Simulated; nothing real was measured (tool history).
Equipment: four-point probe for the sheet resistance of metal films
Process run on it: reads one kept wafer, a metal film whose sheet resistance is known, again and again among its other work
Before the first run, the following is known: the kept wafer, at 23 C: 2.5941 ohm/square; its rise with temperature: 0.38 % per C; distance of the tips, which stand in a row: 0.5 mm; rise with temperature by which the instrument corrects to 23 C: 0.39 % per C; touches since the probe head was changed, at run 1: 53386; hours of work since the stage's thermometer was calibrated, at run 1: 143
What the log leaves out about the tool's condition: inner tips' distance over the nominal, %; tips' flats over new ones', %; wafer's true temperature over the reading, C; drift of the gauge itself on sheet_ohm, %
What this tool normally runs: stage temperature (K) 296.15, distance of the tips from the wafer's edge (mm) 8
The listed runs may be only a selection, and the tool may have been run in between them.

run,hour,stage temperature (K),distance of the tips from the wafer's edge (mm),touches since the probe head was changed,hours of work since the stage's thermometer was calibrated,sheet resistance as the instrument gives it (ohm/square)
1,0,296.15,8,53386,143,2.584669
2,14.7,296.15,8,54339,154,2.584271
3,32.6,296.15,8,55506,168,2.583229
4,46.8,296.15,8,56425,179,2.583913
5,68.3,296.15,8,57820,195,2.583571
6,88.5,293.15,8,59135,211,2.58465
7,109.7,296.15,46,60511,227,2.577137
8,121.8,296.15,6,61297,236,2.587028
9,131.1,298.15,8,61903,243,2.581978
10,151.3,301.15,8,63215,258,2.580144
11,164,301.15,8,64036,268,2.581312
12,175.6,301.15,8,64792,277,2.580062
13,193,296.15,53,65925,290,2.576017
14,212.2,296.15,53,67168,305,2.576152
15,228.4,296.15,53,68225,317,2.575837
16,240.7,296.15,53,69019,326,2.576451
17,260.9,296.15,53,70335,342,2.574846
18,283.3,296.15,38,71790,359,2.575862
19,296.4,300.15,38,72640,369,2.573689
20,316.6,296.15,5,73954,384,2.588139
21,329.5,296.15,5,74792,394,2.58854
22,347.9,296.15,6,75987,408,2.583349
23,363.7,296.15,8,77010,420,2.579589
24,378.1,305.15,63,77944,431,2.570513
25,393,305.15,63,78916,442,2.569836
26,403.1,301.15,4,79571,450,2.592618
27,421.4,300.15,14,80762,464,2.573234
28,442.2,300.15,14,82114,480,2.573001
29,455.9,300.15,10,83000,490,2.574839
30,474.4,300.15,10,84201,504,2.573222
31,495.6,302.15,4,85582,521,2.591262
32,510,307.15,3,86513,531,2.603684
33,528,291.15,8,87682,545,2.578844
34,548.4,291.15,10,89008,561,2.576187
35,565.1,292.15,62,90092,573,2.572532
36,579.5,292.15,62,91027,584,2.572332
37,589.3,292.15,62,91667,592,2.571808
38,600.6,292.15,62,92399,600,2.571501
39,613.9,295.15,64,93267,611,2.570749
40,629.7,305.15,10,94292,623,2.569191
41,649.6,301.15,26,95585,638,2.567487
42,664.9,301.15,26,96574,649,2.568683
43,682.7,301.15,26,97734,663,2.568002
44,701.1,295.15,9,98928,677,2.572225
45,710.4,295.15,9,99530,684,2.57367

Below are 4 alternative next runs, each starting from the tool's condition after run 45. Predict each:
A,724.4,299.15,24,100442,695,?
B,724.4,296.15,19,100442,695,?
C,724.4,296.15,38,100442,695,?
D,724.4,308.15,56,100442,695,?

run,sheet resistance as the instrument gives it (ohm/square)
A,2.567652
B,2.568455
C,2.568263
D,2.563623
Without the tool's unlogged condition, the same runs would have read:
run,sheet resistance as the instrument gives it (ohm/square)
A,2.593567
B,2.594409
C,2.594215
D,2.589412

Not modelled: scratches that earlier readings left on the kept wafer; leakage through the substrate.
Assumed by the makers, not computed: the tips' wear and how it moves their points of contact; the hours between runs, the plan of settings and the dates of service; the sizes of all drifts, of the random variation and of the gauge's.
